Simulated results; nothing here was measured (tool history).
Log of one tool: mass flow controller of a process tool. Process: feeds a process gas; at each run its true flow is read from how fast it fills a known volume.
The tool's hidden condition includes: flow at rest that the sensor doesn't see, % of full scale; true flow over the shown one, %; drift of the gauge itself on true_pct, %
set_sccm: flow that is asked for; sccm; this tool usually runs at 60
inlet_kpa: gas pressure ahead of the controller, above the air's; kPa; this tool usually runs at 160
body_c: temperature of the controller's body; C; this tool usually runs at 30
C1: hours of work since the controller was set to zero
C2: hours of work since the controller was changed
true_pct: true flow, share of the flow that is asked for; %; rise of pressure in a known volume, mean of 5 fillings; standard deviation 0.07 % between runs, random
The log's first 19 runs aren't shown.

{"run": 20, "hour": 1355.9, "set_sccm": 60, "inlet_kpa": 160, "body_c": 30, "C1": 1037, "C2": 1037, "true_pct": 97.25}
{"run": 21, "hour": 1409.0, "set_sccm": 60, "inlet_kpa": 160, "body_c": 30, "C1": 1072, "C2": 1072, "true_pct": 97.18}
{"run": 22, "hour": 1465.1, "set_sccm": 60, "inlet_kpa": 255, "body_c": 30, "C1": 1108, "C2": 1108, "true_pct": 97.88}
{"run": 23, "hour": 1559.0, "set_sccm": 54, "inlet_kpa": 256, "body_c": 30, "C1": 1170, "C2": 1170, "true_pct": 97.6}
{"run": 24, "hour": 1620.5, "set_sccm": 45, "inlet_kpa": 144, "body_c": 35, "C1": 1210, "C2": 1210, "true_pct": 97.17}
{"run": 25, "hour": 1683.5, "set_sccm": 26, "inlet_kpa": 265, "body_c": 35, "C1": 1252, "C2": 1252, "true_pct": 97.82}
{"run": 26, "hour": 1786.2, "set_sccm": 97, "inlet_kpa": 231, "body_c": 38, "C1": 1319, "C2": 1319, "true_pct": 98.65}
{"run": 27, "hour": 1879.9, "set_sccm": 139, "inlet_kpa": 256, "body_c": 30, "C1": 1381, "C2": 1381, "true_pct": 98.36}
{"run": 28, "hour": 1957.8, "set_sccm": 139, "inlet_kpa": 256, "body_c": 30, "C1": 1432, "C2": 1432, "true_pct": 98.42}
{"run": 29, "hour": 2055.1, "set_sccm": 139, "inlet_kpa": 256, "body_c": 30, "C1": 1496, "C2": 1496, "true_pct": 98.4}
{"run": 30, "hour": 2139.2, "set_sccm": 139, "inlet_kpa": 256, "body_c": 30, "C1": 1551, "C2": 1551, "true_pct": 98.37}
{"run": 31, "hour": 2196.3, "set_sccm": 139, "inlet_kpa": 256, "body_c": 30, "C1": 1589, "C2": 1589, "true_pct": 98.16}
{"hour": 2263.6, "done": "gauge calibrated"}
{"run": 32, "hour": 2263.6, "set_sccm": 45, "inlet_kpa": 163, "body_c": 39, "C1": 1633, "C2": 1633, "true_pct": 99.28}
{"run": 33, "hour": 2350.8, "set_sccm": 34, "inlet_kpa": 226, "body_c": 25, "C1": 1690, "C2": 1690, "true_pct": 98.05}
{"run": 34, "hour": 2451.7, "set_sccm": 34, "inlet_kpa": 226, "body_c": 25, "C1": 1756, "C2": 1756, "true_pct": 97.8}
{"run": 35, "hour": 2530.5, "set_sccm": 34, "inlet_kpa": 226, "body_c": 25, "C1": 1808, "C2": 1808, "true_pct": 97.76}
{"run": 36, "hour": 2631.5, "set_sccm": 34, "inlet_kpa": 226, "body_c": 25, "C1": 1875, "C2": 1875, "true_pct": 97.78}
{"run": 37, "hour": 2723.7, "set_sccm": 34, "inlet_kpa": 226, "body_c": 25, "C1": 1935, "C2": 1935, "true_pct": 97.64}
{"run": 38, "hour": 2808.1, "set_sccm": 60, "inlet_kpa": 160, "body_c": 26, "C1": 1991, "C2": 1991, "true_pct": 97.69}
{"run": 39, "hour": 2859.8, "set_sccm": 60, "inlet_kpa": 160, "body_c": 26, "C1": 2025, "C2": 2025, "true_pct": 97.56}
{"run": 40, "hour": 2950.0, "set_sccm": 60, "inlet_kpa": 148, "body_c": 25, "C1": 2084, "C2": 2084, "true_pct": 97.28}
{"run": 41, "hour": 3048.4, "set_sccm": 22, "inlet_kpa": 173, "body_c": 30, "C1": 2148, "C2": 2148, "true_pct": 97.39}
{"run": 42, "hour": 3098.7, "set_sccm": 22, "inlet_kpa": 173, "body_c": 30, "C1": 2181, "C2": 2181, "true_pct": 97.35}

Below are 3 alternative next runs, each starting from the tool's condition after run 42. Predict each:
{"run": "A", "hour": 3171.0, "set_sccm": 60, "inlet_kpa": 160, "body_c": 22, "C1": 2229, "C2": 2229, "true_pct": "?"}
{"run": "B", "hour": 3171.0, "set_sccm": 22, "inlet_kpa": 173, "body_c": 33, "C1": 2229, "C2": 2229, "true_pct": "?"}
{"run": "C", "hour": 3171.0, "set_sccm": 140, "inlet_kpa": 160, "body_c": 30, "C1": 2229, "C2": 2229, "true_pct": "?"}

run=A true_pct=96.86
run=B true_pct=97.57
run=C true_pct=98.72
Without the tool's hidden state the same runs would have given:
run=A true_pct=97.67
run=B true_pct=98.41
run=C true_pct=99.54
